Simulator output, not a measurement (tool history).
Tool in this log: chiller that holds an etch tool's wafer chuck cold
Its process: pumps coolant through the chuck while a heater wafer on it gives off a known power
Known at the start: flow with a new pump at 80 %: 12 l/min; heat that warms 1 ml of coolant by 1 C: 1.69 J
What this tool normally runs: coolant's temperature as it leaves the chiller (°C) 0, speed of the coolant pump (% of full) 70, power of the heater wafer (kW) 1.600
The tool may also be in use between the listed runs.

run   hour  coolant's temperature as it leaves the chiller (°C)  speed of the coolant pump (% of full)  power of the heater wafer (kW)  chuck's temperature once it has settled (°C)  how much warmer the coolant comes back (C)
  1    0.0                                                    0                                     70                           1.600                                          13.5                                        5.60
  2   22.5                                                    0                                     70                           1.600                                          13.4                                        5.58
  3   55.8                                                    0                                     70                           1.600                                          13.5                                        5.62
  4  105.4                                                    1                                     70                           1.600                                          14.5                                        5.64
  5  154.9                                                    1                                     70                           1.600                                          14.5                                        5.61
  6  201.5                                                    0                                     70                           1.600                                          13.3                                        5.67
  7  232.6                                                    0                                     70                           1.600                                          13.4                                        5.64
  8  256.7                                                    0                                     70                           1.600                                          13.4                                        5.65
  9  280.0                                                    0                                     75                           1.600                                          12.8                                        5.24
 10  327.5                                                    0                                     75                           1.600                                          12.8                                        5.17
 11  365.6                                                    0                                     75                           1.600                                          13.1                                        5.20
 12  398.5                                                    2                                     79                           0.929                                           9.1                                        2.90
 13  449.5                                                    2                                     79                           0.929                                           9.1                                        2.84
 14  477.9                                                   -6                                     74                           1.449                                           5.6                                        4.81
 15  509.8                                                    0                                     98                           2.223                                          14.8                                        5.56
 16  544.6                                                    4                                     98                           1.513                                          13.8                                        3.67
 17  591.4                                                    4                                     98                           1.513                                          13.9                                        3.71

Same runs, no hidden state in the tool, same run-to-run variation:
The hidden state here: heat passed by the chuck's channels, % of clean ones'; flow at a given pump speed, % of a new pump's; coolant's true temperature over the reading, C; drift of the gauge itself on chuck_c, C; drift of the gauge itself on warmer_back_c, C.
run  chuck's temperature once it has settled (°C)  how much warmer the coolant comes back (C)
  1                                          12.9                                        5.48
  2                                          12.7                                        5.45
  3                                          12.8                                        5.49
  4                                          13.8                                        5.50
  5                                          13.8                                        5.46
  6                                          12.5                                        5.52
  7                                          12.6                                        5.49
  8                                          12.6                                        5.49
  9                                          12.1                                        5.09
 10                                          12.0                                        5.02
 11                                          12.3                                        5.05
 12                                           8.7                                        2.81
 13                                           8.7                                        2.75
 14                                           4.9                                        4.66
 15                                          13.8                                        5.38
 16                                          13.2                                        3.55
 17                                          13.2                                        3.58

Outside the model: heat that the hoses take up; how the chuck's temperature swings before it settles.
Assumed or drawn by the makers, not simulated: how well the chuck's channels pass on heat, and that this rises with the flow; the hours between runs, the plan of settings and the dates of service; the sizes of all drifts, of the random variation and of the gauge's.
